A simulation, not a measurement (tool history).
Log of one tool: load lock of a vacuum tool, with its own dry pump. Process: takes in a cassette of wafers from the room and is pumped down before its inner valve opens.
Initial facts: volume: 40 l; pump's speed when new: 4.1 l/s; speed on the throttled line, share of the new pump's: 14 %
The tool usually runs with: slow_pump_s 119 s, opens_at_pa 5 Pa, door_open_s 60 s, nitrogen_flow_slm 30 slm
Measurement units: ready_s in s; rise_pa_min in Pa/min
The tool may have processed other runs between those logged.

run    hour  slow_pump_s  opens_at_pa  door_open_s  nitrogen_flow_slm  incoming humidity of the room's air, %  ready_s  rise_pa_min
  1       0          119            5           60                 30                                    45.9    209.9        0.042
  2   200.4          119            5          121                 30                                    43.2    209.6        0.045
  3   413.2          119            5          121                 30                                      47    210.7        0.048
  4   567.3          119            5          121                 30                                    44.4    209.9        0.058
  5   691.7          119            5          121                 30                                    48.5    208.9        0.055
  6   846.1          119            5           60                 30                                    44.9    210.8        0.048
  7  1080.3          137            5           60                 30                                    47.1    228.4         0.05
  8  1256.1          137            5           60                 30                                    44.7    225.5        0.061
  9  1468.2          137            5           60                 30                                      43    223.6        0.057
 10  1621.6          137            5           60                 30                                    46.1      228        0.059
 11  1750.2          137            5           60                 30                                    40.5    225.4        0.063
 12  1870.2          137            5           60                 30                                    42.5    226.5        0.058
 13    2033          137            5           60                 30                                    46.8    224.9        0.067
 14  2148.2          137            5           60                 30                                    47.4    227.4        0.066
 15  2318.6          137            5           60                 30                                    45.6    228.9        0.069
 16  2556.1          137            9           46                 30                                    44.3    221.3        0.072
 17  2741.2          137            9           46                 30                                    45.6    222.8        0.071
 18  2882.5           69            5           60                 30                                    41.7    171.5        0.076
 19  3012.9           69            5          108                 35                                    46.3    170.2        0.084
 20  3108.9          119            5           88                 28                                    47.7    215.3        0.085
 21  3305.9          119            5           88                 28                                    47.7    213.9         0.09
 22  3469.1          119            5           88                 28                                    46.7      215        0.096
 23  3602.9          119            5           60                 30                                    45.3      213        0.092
 24  3738.9           85            5           60                 14                                    46.7    185.6        0.094
 25  3951.9          103           10           58                 36                                      44    194.1        0.089
 26  4098.4          141            6          212                 30                                    45.4      233        0.099
 27  4203.8           71            9          236                 30                                    46.3    167.5        0.115
 28  4327.3           71            9          236                 30                                    45.8    167.2        0.112
 29  4450.5          181            6           60                  5                                    45.4    265.5        0.111
 30  4640.5          185            9           60                  5                                    45.6    263.7        0.118

What if the next run were any one of these 5? Each begins from the tool's condition after run 30:
  A  4866.7          119           10           60                 16                                    43.3        ?            ?
  B  4866.7          104            4          214                  5                                    46.9        ?            ?
  C  4866.7          125            4           60                  5                                    48.1        ?            ?
  D  4866.7          110            5           60                  5                                    44.2        ?            ?
  E  4866.7          139            9           44                  7                                    47.6        ?            ?

run  ready_s  rise_pa_min
  A    209.7        0.113
  B    209.2        0.149
  C    225.5         0.12
  D    209.2        0.117
  E    225.5        0.118
Without the tool's hidden state the same runs would have given:
run  ready_s  rise_pa_min
  A    195.3        0.015
  B    192.3        0.052
  C    209.3        0.022
  D      193         0.02
  E    211.6        0.021

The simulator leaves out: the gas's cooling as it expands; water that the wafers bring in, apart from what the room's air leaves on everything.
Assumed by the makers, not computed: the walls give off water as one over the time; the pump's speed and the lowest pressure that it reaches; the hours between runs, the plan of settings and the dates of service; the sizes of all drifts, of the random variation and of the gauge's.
